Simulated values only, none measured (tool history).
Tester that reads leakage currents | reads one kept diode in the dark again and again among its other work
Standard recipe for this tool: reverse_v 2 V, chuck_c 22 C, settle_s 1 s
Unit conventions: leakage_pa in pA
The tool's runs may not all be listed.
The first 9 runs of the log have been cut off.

| run | day | reverse_v | chuck_c | settle_s | hours of work since the probe card was cleaned | hours of work since the tester was calibrated | hours of work since the chuck was calibrated | leakage_pa |
|---|---|---|---|---|---|---|---|---|
|  | 28.467 | tester calibrated |
| 10 | 29.592 | 9.35 | 41 | 1 | 513 | 17 | 1089 | 321 |
| 11 | 32.379 | 9.35 | 41 | 1 | 555 | 58 | 1131 | 321.28 |
| 12 | 35.329 | 2 | 22 | 1 | 599 | 102 | 1175 | 32.52 |
| 13 | 39.042 | 2 | 22 | 1 | 654 | 158 | 1230 | 32.52 |
| 14 | 42.812 | 2 | 22 | 1 | 711 | 214 | 1286 | 32.65 |
| 15 | 46.283 | 2 | 22 | 9.39 | 762 | 266 | 1338 | 31.8 |
| 16 | 49.05 | 2 | 22 | 1.36 | 804 | 307 | 1379 | 32.67 |
|  | 49.467 | chuck's temperature calibrated |
| 17 | 51.588 | 2 | 26 | 1.36 | 840 | 344 | 32 | 45.09 |
| 18 | 56.154 | 2 | 26 | 1.36 | 908 | 412 | 100 | 44.92 |
| 19 | 61.075 | 2 | 26 | 1.36 | 982 | 485 | 173 | 45.05 |
|  | 64.917 | chuck's temperature calibrated, once more |
| 20 | 65.504 | 2 | 26 | 1.36 | 1047 | 550 | 9 | 46.3 |
| 21 | 70.425 | 11.91 | 26 | 2.66 | 1120 | 624 | 82 | 116.64 |
| 22 | 73.167 | 2.36 | 24 | 1 | 1161 | 664 | 123 | 43.48 |
| 23 | 77.442 | 2.36 | 24 | 1 | 1225 | 728 | 187 | 42.99 |
| 24 | 81.962 | 16.98 | 21 | 1.91 | 1292 | 796 | 254 | 100.95 |
| 25 | 83.958 | 16.98 | 21 | 1.91 | 1322 | 825 | 284 | 100.9 |
| 26 | 86.188 | 16.98 | 49 | 5.18 | 1355 | 859 | 317 | 788.8 |
| 27 | 88.975 | 1.5 | 28 | 0.41 | 1397 | 900 | 359 | 48.59 |
| 28 | 91.812 | 3.19 | 35 | 1 | 1439 | 943 | 401 | 121.33 |
| 29 | 96.442 | 12.71 | 22 | 4.19 | 1508 | 1012 | 470 | 91.72 |
| 30 | 98.983 | 12.71 | 22 | 4.19 | 1546 | 1050 | 508 | 92.31 |

Forecast run 31:
| 31 | 102.379 | 9.12 | 20 | 7.2 | 1597 | 1100 | 559 | ? |

{"run 31": {"leakage_pa": 66.28}}
With no hidden state in the tool, this same run would have given leakage_pa 54.13 pA.

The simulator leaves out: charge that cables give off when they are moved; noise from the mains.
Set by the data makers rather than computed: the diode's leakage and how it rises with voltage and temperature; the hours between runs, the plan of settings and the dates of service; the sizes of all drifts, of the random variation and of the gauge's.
